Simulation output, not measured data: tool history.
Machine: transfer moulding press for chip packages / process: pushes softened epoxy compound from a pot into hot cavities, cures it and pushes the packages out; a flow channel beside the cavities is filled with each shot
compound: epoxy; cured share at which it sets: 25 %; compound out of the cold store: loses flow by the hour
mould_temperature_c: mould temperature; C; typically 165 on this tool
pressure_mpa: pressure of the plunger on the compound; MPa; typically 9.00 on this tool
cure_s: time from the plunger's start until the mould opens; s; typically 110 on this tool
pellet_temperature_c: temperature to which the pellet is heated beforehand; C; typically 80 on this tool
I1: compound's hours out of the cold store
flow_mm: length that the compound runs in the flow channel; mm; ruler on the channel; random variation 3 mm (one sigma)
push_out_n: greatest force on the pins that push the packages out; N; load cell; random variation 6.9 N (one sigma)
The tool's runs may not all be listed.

Run 1, hour 0.0: usual settings; I1 16.4. Result: flow_mm 921 mm, push_out_n 338 N.
Run 2, hour 35.1: usual settings; I1 41.7. Result: flow_mm 790 mm, push_out_n 363 N.
Run 3, hour 72.5: usual settings; I1 43.2. Result: flow_mm 782 mm, push_out_n 428 N.
Run 4, hour 98.1: usual settings; I1 10.0. Result: flow_mm 941 mm, push_out_n 471 N.
Run 5, hour 136.8: usual settings; I1 35.8. Result: flow_mm 871 mm, push_out_n 254 N.
Run 6, hour 175.5: usual settings; I1 25.6. Result: flow_mm 912 mm, push_out_n 354 N.
Run 7, hour 191.2: usual settings but pressure_mpa 8.44 MPa; I1 37.5. Result: flow_mm 832 mm, push_out_n 361 N.
Run 8, hour 228.2: usual settings; I1 21.6. Result: flow_mm 928 mm, push_out_n 283 N.
Run 9, hour 267.7: usual settings; I1 23.5. Result: flow_mm 919 mm, push_out_n 312 N.
Run 10, hour 292.5: usual settings; I1 37.2. Result: flow_mm 843 mm, push_out_n 353 N.
Run 11, hour 320.5: usual settings; I1 38.7. Result: flow_mm 832 mm, push_out_n 386 N.
Run 12, hour 350.6: usual settings but cure_s 90 s; I1 9.7. Result: flow_mm 973 mm, push_out_n 436 N.
Run 13, hour 374.2: usual settings but cure_s 90 s; I1 9.6. Result: flow_mm 972 mm, push_out_n 544 N.
Run 14, hour 394.3: usual settings but cure_s 90 s; I1 39.9. Result: flow_mm 819 mm, push_out_n 521 N.
Run 15, hour 416.5: usual settings but cure_s 109 s; I1 40.7. Result: flow_mm 809 mm, push_out_n 269 N.
Run 16, hour 441.9: usual settings but mould_temperature_c 167 C, pressure_mpa 10.04 MPa, cure_s 116 s; I1 35.7. Result: flow_mm 869 mm, push_out_n 303 N.
Run 17, hour 464.3: usual settings but mould_temperature_c 167 C, pressure_mpa 10.04 MPa, cure_s 116 s; I1 38.1. Result: flow_mm 856 mm, push_out_n 335 N.
Run 18, hour 486.2: usual settings but mould_temperature_c 167 C, pressure_mpa 10.04 MPa, cure_s 116 s; I1 25.6. Result: flow_mm 909 mm, push_out_n 366 N.
Run 19, hour 509.3: usual settings but mould_temperature_c 158 C, cure_s 90 s, pellet_temperature_c 77 C; I1 10.7. Result: flow_mm 976 mm, push_out_n 782 N.
Run 20, hour 545.9: usual settings but mould_temperature_c 159 C, pellet_temperature_c 72 C; I1 14.3. Result: flow_mm 948 mm, push_out_n 521 N.
Run 21, hour 581.7: usual settings but pellet_temperature_c 77 C; I1 26.9. Result: flow_mm 919 mm, push_out_n 399 N.
Run 22, hour 617.2: usual settings but pellet_temperature_c 77 C; I1 27.1. Result: flow_mm 909 mm, push_out_n 327 N.
Run 23, hour 633.0: usual settings but mould_temperature_c 172 C, pressure_mpa 6.84 MPa, cure_s 117 s, pellet_temperature_c 88 C; I1 10.9. Result: flow_mm 846 mm, push_out_n 320 N.
Run 24, hour 667.9: usual settings but pressure_mpa 9.64 MPa; I1 23.1. Result: flow_mm 952 mm, push_out_n 396 N.
Run 25, hour 700.5: usual settings but pressure_mpa 9.64 MPa; I1 13.4. Result: flow_mm 1002 mm, push_out_n 336 N.
Run 26, hour 721.0: usual settings but mould_temperature_c 157 C, pressure_mpa 9.64 MPa; I1 17.6. Result: flow_mm 1007 mm, push_out_n 607 N.
Run 27, hour 746.6: usual settings but mould_temperature_c 157 C, pressure_mpa 9.64 MPa; I1 9.2. Result: flow_mm 1055 mm, push_out_n 677 N.
Run 28, hour 785.3: usual settings but pressure_mpa 8.93 MPa; I1 19.3. Result: flow_mm 923 mm, push_out_n 342 N.
Run 29, hour 824.0: usual settings but pressure_mpa 8.93 MPa; I1 17.0. Result: flow_mm 925 mm, push_out_n 389 N.

Withheld: 12 entries from between the runs. Position of each, and hidden state at the listed run before versus the listed run after:
Run 2 -> run 3: cavities cleaned with cleaning compound and waxed (hour 51.2)
  true mould temperature over the reading, C: 0.11 -> 0.13; pressure that reaches the compound, % of what is set: 88.19 -> 87.14; grip of the stained cavities, % over clean ones': 39.6 -> 66.9
  measured result minus the result with no hidden state, flow_mm: -52 -> -56 mm; push_out_n: +103 -> +174 N
Run 4 -> run 5: plunger's sealing rings changed (hour 108.4); cavities cleaned with cleaning compound and waxed (hour 136.8)
  true mould temperature over the reading, C: 0.15 -> 0.17; pressure that reaches the compound, % of what is set: 86.34 -> 99.13; grip of the stained cavities, % over clean ones': 71.2 -> 1.1
  measured result minus the result with no hidden state, flow_mm: -72 -> -5 mm; push_out_n: +193 -> +1 N
Run 7 -> run 8: cavities cleaned with cleaning compound and waxed (hour 220.0)
  true mould temperature over the reading, C: 0.2 -> 0.22; pressure that reaches the compound, % of what is set: 97.47 -> 96.44; grip of the stained cavities, % over clean ones': 36.5 -> 8.8
  measured result minus the result with no hidden state, flow_mm: -11 -> -17 mm; push_out_n: +95 -> +21 N
Run 8 -> run 9: cavities cleaned with cleaning compound and waxed, once more (hour 245.0)
  true mould temperature over the reading, C: 0.22 -> 0.25; pressure that reaches the compound, % of what is set: 96.44 -> 95.27; grip of the stained cavities, % over clean ones': 8.8 -> 17.8
  measured result minus the result with no hidden state, flow_mm: -17 -> -24 mm; push_out_n: +21 -> +45 N
Run 11 -> run 12: cavities cleaned with cleaning compound and waxed (hour 331.5)
  true mould temperature over the reading, C: 0.28 -> 0.29; pressure that reaches the compound, % of what is set: 93.79 -> 92.95; grip of the stained cavities, % over clean ones': 44.9 -> 16
  measured result minus the result with no hidden state, flow_mm: -28 -> -37 mm; push_out_n: +117 -> +52 N
Run 14 -> run 15: cavities cleaned with cleaning compound and waxed (hour 414.9)
  true mould temperature over the reading, C: 0.32 -> 0.33; pressure that reaches the compound, % of what is set: 91.6 -> 90.98; grip of the stained cavities, % over clean ones': 41.3 -> 2.7
  measured result minus the result with no hidden state, flow_mm: -37 -> -40 mm; push_out_n: +144 -> +4 N
Run 18 -> run 19: cavities cleaned with cleaning compound and waxed (hour 498.2)
  true mould temperature over the reading, C: 0.38 -> 0.39; pressure that reaches the compound, % of what is set: 88.75 -> 88.12; grip of the stained cavities, % over clean ones': 45.1 -> 10.2
  measured result minus the result with no hidden state, flow_mm: -57 -> -66 mm; push_out_n: +112 -> +52 N
Run 20 -> run 21: plunger's sealing rings changed (hour 563.7)
  true mould temperature over the reading, C: 0.41 -> 0.44; pressure that reaches the compound, % of what is set: 87.06 -> 99.34; grip of the stained cavities, % over clean ones': 33.1 -> 47.5
  measured result minus the result with no hidden state, flow_mm: -70 -> -5 mm; push_out_n: +117 -> +124 N
Run 21 -> run 22: cavities cleaned with cleaning compound and waxed (hour 586.5)
  true mould temperature over the reading, C: 0.44 -> 0.46; pressure that reaches the compound, % of what is set: 99.34 -> 98.38; grip of the stained cavities, % over clean ones': 47.5 -> 25.6
  measured result minus the result with no hidden state, flow_mm: -5 -> -9 mm; push_out_n: +124 -> +65 N
Run 24 -> run 25: cavities cleaned with cleaning compound and waxed (hour 672.9)
  true mould temperature over the reading, C: 0.49 -> 0.51; pressure that reaches the compound, % of what is set: 96.84 -> 95.9; grip of the stained cavities, % over clean ones': 49.6 -> 22.9
  measured result minus the result with no hidden state, flow_mm: -17 -> -23 mm; push_out_n: +128 -> +57 N
Run 27 -> run 28: cavities cleaned with cleaning compound and waxed (hour 756.9)
  true mould temperature over the reading, C: 0.53 -> 0.56; pressure that reaches the compound, % of what is set: 94.46 -> 93.27; grip of the stained cavities, % over clean ones': 45.9 -> 23.1
  measured result minus the result with no hidden state, flow_mm: -33 -> -35 mm; push_out_n: +192 -> +55 N

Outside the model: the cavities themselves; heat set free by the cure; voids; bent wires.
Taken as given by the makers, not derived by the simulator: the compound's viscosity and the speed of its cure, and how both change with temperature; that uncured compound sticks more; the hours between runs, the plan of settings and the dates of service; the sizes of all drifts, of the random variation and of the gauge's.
